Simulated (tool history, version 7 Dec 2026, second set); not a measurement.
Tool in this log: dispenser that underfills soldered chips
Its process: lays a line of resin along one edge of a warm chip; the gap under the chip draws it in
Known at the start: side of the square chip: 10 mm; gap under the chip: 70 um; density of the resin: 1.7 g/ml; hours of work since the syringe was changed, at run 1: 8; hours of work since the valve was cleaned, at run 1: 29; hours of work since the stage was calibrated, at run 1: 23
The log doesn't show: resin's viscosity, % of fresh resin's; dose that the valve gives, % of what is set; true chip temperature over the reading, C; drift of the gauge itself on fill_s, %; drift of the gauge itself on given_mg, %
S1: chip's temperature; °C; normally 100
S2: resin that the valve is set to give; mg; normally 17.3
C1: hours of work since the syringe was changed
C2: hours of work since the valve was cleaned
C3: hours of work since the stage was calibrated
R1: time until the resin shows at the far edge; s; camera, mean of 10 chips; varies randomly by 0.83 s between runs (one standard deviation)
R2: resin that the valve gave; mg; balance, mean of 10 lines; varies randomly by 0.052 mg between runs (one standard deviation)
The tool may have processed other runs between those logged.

run,hour,S1,S2,C1,C2,C3,R1,R2
1,0.0,100,17.3,8,29,23,121.9,16.98
# hour 2.9: new syringe of resin
2,3.1,100,17.3,0,31,25,76.0,16.93
3,7.2,100,17.3,3,34,28,92.8,16.89
4,9.9,108,17.3,5,36,30,79.5,16.86
5,15.4,108,17.3,9,40,34,99.6,16.74
# hour 16.4: new syringe of resin
6,21.1,108,17.3,4,45,38,71.7,16.72
7,23.6,108,17.3,5,46,40,80.1,16.69
8,27.8,100,17.3,9,50,43,123.6,16.75
# hour 30.3: new syringe of resin
9,30.9,100,17.3,0,52,46,81.4,16.60
# hour 32.5: dispensing valve cleaned and set on the balance
10,35.4,100,17.3,3,2,48,91.8,17.36
11,37.9,100,17.3,5,4,50,105.4,17.29
12,40.8,100,17.3,7,6,52,118.2,17.22
# hour 45.2: new syringe of resin
13,46.7,100,17.3,1,10,56,81.8,17.27
14,49.6,100,17.3,3,13,59,92.9,17.17
15,54.3,100,17.3,7,16,62,116.2,17.12
# hour 58.9: new syringe of resin
16,60.6,100,20.1,1,21,67,82.1,19.65
17,64.1,100,20.1,4,23,69,93.6,19.68
18,68.4,100,17.7,7,27,72,114.9,17.38
# hour 72.5: new syringe of resin
19,73.2,100,16.6,1,30,76,80.0,16.22
20,77.8,100,16.6,4,33,79,98.6,16.19
21,81.8,113,15.4,7,36,82,76.7,14.96
22,85.4,112,20.3,10,39,85,88.0,19.71
# hour 86.0: new syringe of resin
23,89.3,108,20.6,2,42,88,66.4,19.87
24,92.7,108,20.6,5,44,90,75.5,19.85
25,95.5,104,21.8,7,47,92,96.9,21.03
# hour 99.7: new syringe of resin
26,101.9,104,14.9,2,51,97,76.6,14.34
# hour 103.9: dispensing valve cleaned and set on the balance
27,107.7,104,14.9,5,3,101,95.9,14.91
28,111.0,104,14.9,8,5,103,108.8,14.93
# hour 114.3: new syringe of resin
29,117.0,89,15.8,2,10,107,126.6,15.77
30,122.9,107,15.6,7,14,112,90.1,15.48
# hour 127.8: new syringe of resin
31,129.0,93,20.0,1,18,116,100.3,19.75
32,132.1,95,22.4,3,21,119,108.6,22.10
33,136.7,101,18.2,7,24,122,108.4,17.82
34,139.3,99,20.5,9,26,124,128.5,20.27
# hour 141.7: new syringe of resin
35,145.1,109,18.4,3,30,128,65.8,17.99
36,150.1,86,17.3,6,34,132,181.7,16.85
# hour 155.4: new syringe of resin
37,155.4,89,19.0,0,38,136,113.0,18.55

Take each entry between the runs: how does the hidden state at the last listed run before it differ from the hidden state at the first listed run after it?
Runs 1 to 2: new syringe of resin (hour 2.9)
  resin's viscosity, % of fresh resin's: 157.9 -> 99.9; dose that the valve gives, % of what is set: 98.1 -> 97.92; true chip temperature over the reading, C: 0.33 -> 0.32
  measured minus no-state result, R1: +44.2 -> -0.5 s; R2: -0.33 -> -0.36 mg
Runs 5 to 6: new syringe of resin (hour 16.4)
  resin's viscosity, % of fresh resin's: 171.1 -> 122.4; dose that the valve gives, % of what is set: 97.11 -> 96.77; true chip temperature over the reading, C: 0.29 -> 0.28
  measured minus no-state result, R1: +41.0 -> +13.0 s; R2: -0.50 -> -0.56 mg
Runs 8 to 9: new syringe of resin (hour 30.3)
  resin's viscosity, % of fresh resin's: 163.7 -> 105; dose that the valve gives, % of what is set: 96.33 -> 96.15; true chip temperature over the reading, C: 0.26 -> 0.25
  measured minus no-state result, R1: +48.1 -> +3.9 s; R2: -0.63 -> -0.67 mg
Runs 9 to 10: dispensing valve cleaned and set on the balance (hour 32.5)
  resin's viscosity, % of fresh resin's: 105 -> 122.3; dose that the valve gives, % of what is set: 96.15 -> 100.03
  measured minus no-state result, R1: +3.9 -> +16.0 s; R2: -0.67 -> +0.00 mg
Runs 12 to 13: new syringe of resin (hour 45.2)
  resin's viscosity, % of fresh resin's: 154.3 -> 107.1; dose that the valve gives, % of what is set: 99.71 -> 99.38; true chip temperature over the reading, C: 0.23 -> 0.22
  measured minus no-state result, R1: +40.9 -> +5.0 s; R2: -0.05 -> -0.11 mg
Runs 15 to 16: new syringe of resin (hour 58.9)
  resin's viscosity, % of fresh resin's: 148.9 -> 108.3; dose that the valve gives, % of what is set: 98.9 -> 98.5; true chip temperature over the reading, C: 0.2 -> 0.19
  measured minus no-state result, R1: +37.9 -> +5.9 s; R2: -0.19 -> -0.30 mg
Runs 18 to 19: new syringe of resin (hour 72.5)
  resin's viscosity, % of fresh resin's: 151.7 -> 103.1; dose that the valve gives, % of what is set: 97.99 -> 97.72; true chip temperature over the reading, C: 0.17 -> 0.16
  measured minus no-state result, R1: +39.0 -> +2.4 s; R2: -0.36 -> -0.38 mg
Runs 22 to 23: new syringe of resin (hour 86.0)
  resin's viscosity, % of fresh resin's: 175.8 -> 114.9; dose that the valve gives, % of what is set: 96.95 -> 96.71; true chip temperature over the reading, C: 0.13 -> 0.12
  measured minus no-state result, R1: +37.8 -> +8.6 s; R2: -0.62 -> -0.67 mg
Runs 25 to 26: new syringe of resin (hour 99.7)
  resin's viscosity, % of fresh resin's: 150.6 -> 109.3; dose that the valve gives, % of what is set: 96.31 -> 95.93; true chip temperature over the reading, C: 0.11 -> 0.1
  measured minus no-state result, R1: +32.5 -> +7.4 s; R2: -0.80 -> -0.61 mg
Runs 26 to 27: dispensing valve cleaned and set on the balance (hour 103.9)
  resin's viscosity, % of fresh resin's: 109.3 -> 134.8; dose that the valve gives, % of what is set: 95.93 -> 100.01; true chip temperature over the reading, C: 0.1 -> 0.08
  measured minus no-state result, R1: +7.4 -> +24.5 s; R2: -0.61 -> +0.01 mg
Runs 28 to 29: new syringe of resin (hour 114.3)
  resin's viscosity, % of fresh resin's: 155.6 -> 110.4; dose that the valve gives, % of what is set: 99.82 -> 99.45; true chip temperature over the reading, C: 0.08 -> 0.06
  measured minus no-state result, R1: +38.6 -> +11.8 s; R2: -0.03 -> -0.09 mg
Runs 30 to 31: new syringe of resin (hour 127.8)
  resin's viscosity, % of fresh resin's: 142.8 -> 105.8; dose that the valve gives, % of what is set: 99.12 -> 98.77; true chip temperature over the reading, C: 0.05 -> 0.04
  measured minus no-state result, R1: +27.1 -> +5.5 s; R2: -0.14 -> -0.24 mg
Runs 34 to 35: new syringe of resin (hour 141.7)
  resin's viscosity, % of fresh resin's: 165.9 -> 115.2; dose that the valve gives, % of what is set: 98.11 -> 97.77; true chip temperature over the reading, C: 0.01 -> 0
  measured minus no-state result, R1: +51.0 -> +8.9 s; R2: -0.38 -> -0.41 mg
Runs 36 to 37: new syringe of resin (hour 155.4)
  resin's viscosity, % of fresh resin's: 142.8 -> 100.4; dose that the valve gives, % of what is set: 97.48 -> 97.19; true chip temperature over the reading, C: -0.01 -> -0.02
  measured minus no-state result, R1: +55.2 -> +1.0 s; R2: -0.43 -> -0.53 mg

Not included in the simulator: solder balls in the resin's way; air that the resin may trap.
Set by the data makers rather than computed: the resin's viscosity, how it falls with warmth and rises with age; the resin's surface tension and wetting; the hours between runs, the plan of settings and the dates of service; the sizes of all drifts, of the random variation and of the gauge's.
